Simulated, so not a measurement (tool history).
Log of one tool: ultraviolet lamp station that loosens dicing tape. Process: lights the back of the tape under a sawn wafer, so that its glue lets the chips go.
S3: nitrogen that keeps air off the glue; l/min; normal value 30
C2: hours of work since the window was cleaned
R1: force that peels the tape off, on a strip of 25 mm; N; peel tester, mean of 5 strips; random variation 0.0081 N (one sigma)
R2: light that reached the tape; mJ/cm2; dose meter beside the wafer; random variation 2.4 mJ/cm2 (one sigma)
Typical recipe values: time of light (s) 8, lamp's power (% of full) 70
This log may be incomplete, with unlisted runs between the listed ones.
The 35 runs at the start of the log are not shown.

{"run": 36, "hour": 1746.9, "time of light (s)": 6, "lamp's power (% of full)": 97, "S3": 31, "hours of work of the lamp": 284, "C2": 244, "R1": 0.353, "R2": 244}
{"run": 37, "hour": 1794.7, "time of light (s)": 7, "lamp's power (% of full)": 70, "S3": 30, "hours of work of the lamp": 310, "C2": 269, "R1": 0.483, "R2": 208}
{"run": 38, "hour": 1843.1, "time of light (s)": 11, "lamp's power (% of full)": 70, "S3": 35, "hours of work of the lamp": 336, "C2": 296, "R1": 0.262, "R2": 317}
{"run": 39, "hour": 1878.1, "time of light (s)": 12, "lamp's power (% of full)": 77, "S3": 33, "hours of work of the lamp": 355, "C2": 314, "R1": 0.226, "R2": 376}
{"run": 40, "hour": 1920.9, "time of light (s)": 8, "lamp's power (% of full)": 77, "S3": 27, "hours of work of the lamp": 378, "C2": 337, "R1": 0.404, "R2": 251}
{"run": 41, "hour": 1961.3, "time of light (s)": 6, "lamp's power (% of full)": 99, "S3": 12, "hours of work of the lamp": 399, "C2": 359, "R1": 0.626, "R2": 232}
{"run": 42, "hour": 2009.7, "time of light (s)": 13, "lamp's power (% of full)": 80, "S3": 13, "hours of work of the lamp": 425, "C2": 385, "R1": 0.314, "R2": 398}
{"hour": 2066.6, "done": "window cleaned of glue's vapour"}
{"run": 43, "hour": 2075.2, "time of light (s)": 8, "lamp's power (% of full)": 90, "S3": 34, "hours of work of the lamp": 460, "C2": 5, "R1": 0.25, "R2": 333}

Below are 3 alternative next runs, each starting from the tool's condition after run 43. Predict each:
{"run": "A", "hour": 2126.6, "time of light (s)": 6, "lamp's power (% of full)": 70, "S3": 34, "hours of work of the lamp": 488, "C2": 32, "R1": "?", "R2": "?"}
{"run": "B", "hour": 2126.6, "time of light (s)": 6, "lamp's power (% of full)": 68, "S3": 44, "hours of work of the lamp": 488, "C2": 32, "R1": "?", "R2": "?"}
{"run": "C", "hour": 2126.6, "time of light (s)": 11, "lamp's power (% of full)": 88, "S3": 22, "hours of work of the lamp": 488, "C2": 32, "R1": "?", "R2": "?"}

run=A R1=0.495 R2=193
run=B R1=0.468 R2=186
run=C R1=0.228 R2=438
Take away the tool's hidden state, keep each run's random variation, and the runs would have read:
run=A R1=0.433 R2=212
run=B R1=0.409 R2=204
run=C R1=0.215 R2=483
